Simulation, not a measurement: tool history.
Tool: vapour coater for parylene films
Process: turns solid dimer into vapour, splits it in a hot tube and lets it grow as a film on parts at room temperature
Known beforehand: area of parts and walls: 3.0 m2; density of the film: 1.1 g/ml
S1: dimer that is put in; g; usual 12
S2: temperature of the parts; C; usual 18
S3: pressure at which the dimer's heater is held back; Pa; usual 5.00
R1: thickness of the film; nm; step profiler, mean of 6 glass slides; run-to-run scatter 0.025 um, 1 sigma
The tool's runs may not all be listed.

Run 1, hour 0.0: usual settings. Result: R1 1800 nm.
Run 2, hour 67.6: usual settings. Result: R1 1720 nm.
Run 3, hour 138.4: usual settings but S3 2.25 Pa. Result: R1 1940 nm.
Run 4, hour 194.1: usual settings but S3 2.25 Pa. Result: R1 1870 nm.
Run 5, hour 256.0: usual settings but S1 11 g, S3 2.25 Pa. Result: R1 1770 nm.
Run 6, hour 292.5: usual settings but S1 11 g, S3 2.25 Pa. Result: R1 1690 nm.
At hour 350.2: trap's valve overhauled.
Run 7, hour 378.8: usual settings but S1 11 g, S3 2.25 Pa. Result: R1 1880 nm.
Run 8, hour 426.4: usual settings but S1 11 g, S3 2.25 Pa. Result: R1 1800 nm.
Run 9, hour 509.1: usual settings but S2 12 C. Result: R1 2180 nm.
Run 10, hour 560.2: usual settings but S2 12 C. Result: R1 2150 nm.
Run 11, hour 637.6: usual settings. Result: R1 1690 nm.
Run 12, hour 701.8: usual settings. Result: R1 1640 nm.
Run 13, hour 747.7: usual settings but S1 10 g. Result: R1 1360 nm.
Run 14, hour 811.5: usual settings but S1 10 g. Result: R1 1310 nm.
At hour 847.4: trap's valve overhauled.
Run 15, hour 882.8: usual settings but S2 29 C. Result: R1 1120 nm.
Run 16, hour 939.1: usual settings but S2 29 C. Result: R1 1090 nm.
Run 17, hour 995.7: usual settings but S2 29 C. Result: R1 1080 nm.
Run 18, hour 1046.0: usual settings but S1 21 g, S2 12 C, S3 7.48 Pa. Result: R1 3570 nm.
Run 19, hour 1092.1: usual settings but S1 21 g, S2 15 C, S3 2.44 Pa. Result: R1 3800 nm.
Run 20, hour 1132.7: usual settings but S1 21 g, S2 15 C, S3 2.44 Pa. Result: R1 3710 nm.
Run 21, hour 1209.8: usual settings but S1 21 g, S2 15 C, S3 2.44 Pa. Result: R1 3660 nm.
Run 22, hour 1279.6: usual settings but S1 6 g, S3 3.90 Pa. Result: R1 860 nm.
Run 23, hour 1338.0: usual settings but S1 20 g, S2 16 C, S3 3.90 Pa. Result: R1 3040 nm.
At hour 1347.3: trap's valve overhauled.
Run 24, hour 1428.6: usual settings but S1 18 g, S2 23 C, S3 4.42 Pa. Result: R1 2150 nm.
Run 25, hour 1480.6: usual settings but S1 18 g, S2 23 C, S3 4.42 Pa. Result: R1 2130 nm.
Run 26, hour 1533.7: usual settings but S1 5 g, S2 22 C, S3 10.55 Pa. Result: R1 560 nm.
Run 27, hour 1606.6: usual settings but S1 8 g, S3 2.69 Pa. Result: R1 1260 nm.
Run 28, hour 1672.3: usual settings but S1 8 g, S3 2.69 Pa. Result: R1 1200 nm.
Run 29, hour 1749.6: usual settings but S1 6 g, S2 13 C, S3 8.03 Pa. Result: R1 890 nm.
Run 30, hour 1796.3: usual settings but S1 8 g, S2 13 C, S3 5.93 Pa. Result: R1 1240 nm.
At hour 1845.2: trap's valve overhauled.
Run 31, hour 1870.0: usual settings but S1 19 g, S2 28 C, S3 6.36 Pa. Result: R1 1730 nm.
Run 32, hour 1926.7: usual settings but S1 19 g, S2 28 C, S3 6.36 Pa. Result: R1 1690 nm.

Branching from run 32: 3 alternative next runs. What would each branch give?
Run A, hour 1963.1: usual settings but S1 8 g, S2 28 C, S3 6.36 Pa. Result: R1 ?.
Run B, hour 1963.1: usual settings but S1 15 g, S2 29 C, S3 2.15 Pa. Result: R1 ?.
Run C, hour 1963.1: usual settings but S1 5 g, S2 13 C, S3 2.73 Pa. Result: R1 ?.

run    R1
  A   750
  B  1530
  C   950
Without the tool's unlogged condition, the same runs would have read:
run    R1
  A   790
  B  1620
  C  1010
